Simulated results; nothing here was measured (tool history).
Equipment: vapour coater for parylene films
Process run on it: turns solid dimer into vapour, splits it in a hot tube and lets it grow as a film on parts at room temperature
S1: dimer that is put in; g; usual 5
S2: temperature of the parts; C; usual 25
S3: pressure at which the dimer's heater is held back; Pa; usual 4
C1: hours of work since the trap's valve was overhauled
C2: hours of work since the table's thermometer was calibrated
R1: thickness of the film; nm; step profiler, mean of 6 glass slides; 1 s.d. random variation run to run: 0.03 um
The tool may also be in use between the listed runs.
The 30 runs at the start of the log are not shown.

run,hour,S1,S2,S3,C1,C2,R1
31,1079.4,5,18,4.97,391,594,3310
32,1119.1,5,18,5.29,409,612,3260
33,1163.9,5,31,7.94,429,632,2180
34,1198.9,5,31,2.65,445,648,2510
35,1240.3,5,25,10.18,464,667,2540
# hour 1287.6: trap's valve overhauled
36,1293.3,4,25,4,3,689,2290
37,1343,4,25,4,25,712,2260
38,1385.1,3,22,9.62,44,731,1640
39,1417,5,27,2.54,59,745,2800
40,1454.9,5,27,2.54,76,762,2810

4 ways to go on from here, each from the tool as it stands after run 40. What would each give?
A,1497.3,2,23,9.23,95,782,?
B,1497.3,5,25,4.15,95,782,?
C,1497.3,5,33,4,95,782,?
D,1497.3,5,25,4.47,95,782,?

run,R1
A,1130
B,2780
C,2290
D,2790
With no hidden state in the tool, these same runs would have given:
run,R1
A,1140
B,2790
C,2300
D,2800

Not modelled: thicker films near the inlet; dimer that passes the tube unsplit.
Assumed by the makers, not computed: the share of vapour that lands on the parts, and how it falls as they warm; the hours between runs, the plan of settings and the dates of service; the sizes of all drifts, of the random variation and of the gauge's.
